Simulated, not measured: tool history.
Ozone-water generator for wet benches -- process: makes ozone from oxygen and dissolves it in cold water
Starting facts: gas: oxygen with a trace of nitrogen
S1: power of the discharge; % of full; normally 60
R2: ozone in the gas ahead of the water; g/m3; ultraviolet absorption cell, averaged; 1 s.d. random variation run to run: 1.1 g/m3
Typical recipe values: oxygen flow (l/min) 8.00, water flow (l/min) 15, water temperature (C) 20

run 1 hour=0.0 | S1=60 oxygen_flow_(l/min)=8.00 water_flow_(l/min)=15 water_temperature_(C)=20 | dissolved_ozone_(ppm)=26.7 R2=185.5
run 2 hour=30.4 | S1=60 oxygen_flow_(l/min)=8.00 water_flow_(l/min)=15 water_temperature_(C)=20 | dissolved_ozone_(ppm)=26.5 R2=185.2
run 3 hour=56.3 | S1=60 oxygen_flow_(l/min)=8.00 water_flow_(l/min)=15 water_temperature_(C)=20 | dissolved_ozone_(ppm)=26.2 R2=184.0
run 4 hour=83.6 | S1=60 oxygen_flow_(l/min)=8.00 water_flow_(l/min)=15 water_temperature_(C)=20 | dissolved_ozone_(ppm)=26.4 R2=183.5
run 5 hour=113.6 | S1=60 oxygen_flow_(l/min)=4.88 water_flow_(l/min)=15 water_temperature_(C)=20 | dissolved_ozone_(ppm)=27.2 R2=237.8
run 6 hour=132.6 | S1=60 oxygen_flow_(l/min)=4.88 water_flow_(l/min)=15 water_temperature_(C)=20 | dissolved_ozone_(ppm)=27.5 R2=235.0
run 7 hour=162.5 | S1=60 oxygen_flow_(l/min)=8.00 water_flow_(l/min)=15 water_temperature_(C)=20 | dissolved_ozone_(ppm)=26.3 R2=182.1
run 8 hour=187.7 | S1=60 oxygen_flow_(l/min)=8.00 water_flow_(l/min)=15 water_temperature_(C)=20 | dissolved_ozone_(ppm)=26.5 R2=184.3
run 9 hour=214.7 | S1=66 oxygen_flow_(l/min)=8.00 water_flow_(l/min)=15 water_temperature_(C)=20 | dissolved_ozone_(ppm)=28.0 R2=193.1
run 10 hour=242.2 | S1=60 oxygen_flow_(l/min)=8.00 water_flow_(l/min)=15 water_temperature_(C)=20 | dissolved_ozone_(ppm)=26.2 R2=184.1
run 11 hour=267.8 | S1=60 oxygen_flow_(l/min)=8.00 water_flow_(l/min)=15 water_temperature_(C)=20 | dissolved_ozone_(ppm)=26.1 R2=182.1
run 12 hour=286.0 | S1=63 oxygen_flow_(l/min)=8.00 water_flow_(l/min)=15 water_temperature_(C)=16 | dissolved_ozone_(ppm)=29.4 R2=187.3
run 13 hour=302.1 | S1=50 oxygen_flow_(l/min)=13.07 water_flow_(l/min)=10 water_temperature_(C)=16 | dissolved_ozone_(ppm)=28.4 R2=129.2
run 14 hour=332.2 | S1=75 oxygen_flow_(l/min)=8.00 water_flow_(l/min)=16 water_temperature_(C)=23 | dissolved_ozone_(ppm)=26.6 R2=206.2
run 15 hour=351.9 | S1=75 oxygen_flow_(l/min)=8.00 water_flow_(l/min)=16 water_temperature_(C)=23 | dissolved_ozone_(ppm)=26.8 R2=206.0
run 16 hour=365.5 | S1=60 oxygen_flow_(l/min)=4.22 water_flow_(l/min)=16 water_temperature_(C)=20 | dissolved_ozone_(ppm)=25.7 R2=253.2
run 17 hour=383.7 | S1=60 oxygen_flow_(l/min)=4.22 water_flow_(l/min)=16 water_temperature_(C)=20 | dissolved_ozone_(ppm)=25.8 R2=254.0
run 18 hour=400.4 | S1=60 oxygen_flow_(l/min)=4.22 water_flow_(l/min)=16 water_temperature_(C)=20 | dissolved_ozone_(ppm)=25.6 R2=249.2
run 19 hour=425.8 | S1=60 oxygen_flow_(l/min)=4.22 water_flow_(l/min)=16 water_temperature_(C)=20 | dissolved_ozone_(ppm)=25.7 R2=254.2
run 20 hour=447.3 | S1=93 oxygen_flow_(l/min)=12.30 water_flow_(l/min)=16 water_temperature_(C)=20 | dissolved_ozone_(ppm)=29.0 R2=186.7
run 21 hour=471.5 | S1=94 oxygen_flow_(l/min)=9.18 water_flow_(l/min)=15 water_temperature_(C)=13 | dissolved_ozone_(ppm)=37.3 R2=216.0

Table of differences, measured result less the result of that run with no hidden state. Run-to-run variation is the same in both. Gauge scatter possibly is not:
Hidden state present: yield of the discharge, % of new electrodes'; contactor's efficiency, % of a clean one's; true water temperature over the reading, C; drift of the gauge itself on ozone_ppm, %; drift of the gauge itself on gas_g_m3, %.
run=1 dissolved_ozone_(ppm)=-2.0 R2=-3.3
run=2 dissolved_ozone_(ppm)=-2.0 R2=-3.4
run=3 dissolved_ozone_(ppm)=-2.0 R2=-3.6
run=4 dissolved_ozone_(ppm)=-2.1 R2=-3.9
run=5 dissolved_ozone_(ppm)=-2.2 R2=-5.3
run=6 dissolved_ozone_(ppm)=-2.2 R2=-5.5
run=7 dissolved_ozone_(ppm)=-2.3 R2=-4.5
run=8 dissolved_ozone_(ppm)=-2.3 R2=-4.8
run=9 dissolved_ozone_(ppm)=-2.5 R2=-5.4
run=10 dissolved_ozone_(ppm)=-2.4 R2=-5.2
run=11 dissolved_ozone_(ppm)=-2.4 R2=-5.4
run=12 dissolved_ozone_(ppm)=-2.8 R2=-5.8
run=13 dissolved_ozone_(ppm)=-2.3 R2=-3.5
run=14 dissolved_ozone_(ppm)=-2.8 R2=-7.5
run=15 dissolved_ozone_(ppm)=-2.8 R2=-7.8
run=16 dissolved_ozone_(ppm)=-2.6 R2=-8.4
run=17 dissolved_ozone_(ppm)=-2.6 R2=-8.7
run=18 dissolved_ozone_(ppm)=-2.7 R2=-8.8
run=19 dissolved_ozone_(ppm)=-2.7 R2=-9.2
run=20 dissolved_ozone_(ppm)=-3.4 R2=-9.0
run=21 dissolved_ozone_(ppm)=-4.5 R2=-10.7
